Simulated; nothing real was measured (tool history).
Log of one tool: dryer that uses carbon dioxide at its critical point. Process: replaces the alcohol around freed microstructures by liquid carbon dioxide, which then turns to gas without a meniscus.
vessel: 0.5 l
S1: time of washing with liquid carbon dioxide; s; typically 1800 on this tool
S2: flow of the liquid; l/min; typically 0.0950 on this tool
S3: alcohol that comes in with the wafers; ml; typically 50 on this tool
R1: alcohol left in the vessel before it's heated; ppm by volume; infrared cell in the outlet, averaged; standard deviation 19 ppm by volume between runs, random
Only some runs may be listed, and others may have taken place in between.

| run | hour | S1 | S2 | S3 | R1 |
|---|---|---|---|---|---|
| 1 | 0.0 | 1800 | 0.0950 | 50 | 1555 |
| 2 | 23.6 | 1800 | 0.0950 | 50 | 1588 |
| 3 | 37.4 | 1800 | 0.0950 | 50 | 1526 |
| 4 | 51.4 | 1800 | 0.0950 | 50 | 1557 |
| 5 | 65.6 | 1800 | 0.0950 | 50 | 1567 |
| 6 | 86.7 | 1320 | 0.0950 | 45 | 4224 |
| 7 | 110.8 | 1260 | 0.1111 | 25 | 1772 |
| 8 | 127.5 | 1800 | 0.1452 | 86 | 423 |
| 9 | 148.5 | 1800 | 0.1452 | 86 | 431 |
| 10 | 168.8 | 1560 | 0.0956 | 41 | 2313 |

Predict each of these 3 candidate next runs independently; none follows another, all start after run 10:
| A | 180.7 | 1800 | 0.0629 | 50 | ? |
| B | 180.7 | 1140 | 0.0660 | 61 | ? |
| C | 180.7 | 1440 | 0.1465 | 49 | ? |

| run | R1 |
|---|---|
| A | 6119 |
| B | 19126 |
| C | 752 |
Take away the tool's hidden state, keep each run's random variation, and the runs would have read:
| run | R1 |
|---|---|
| A | 5117 |
| B | 17068 |
| C | 502 |

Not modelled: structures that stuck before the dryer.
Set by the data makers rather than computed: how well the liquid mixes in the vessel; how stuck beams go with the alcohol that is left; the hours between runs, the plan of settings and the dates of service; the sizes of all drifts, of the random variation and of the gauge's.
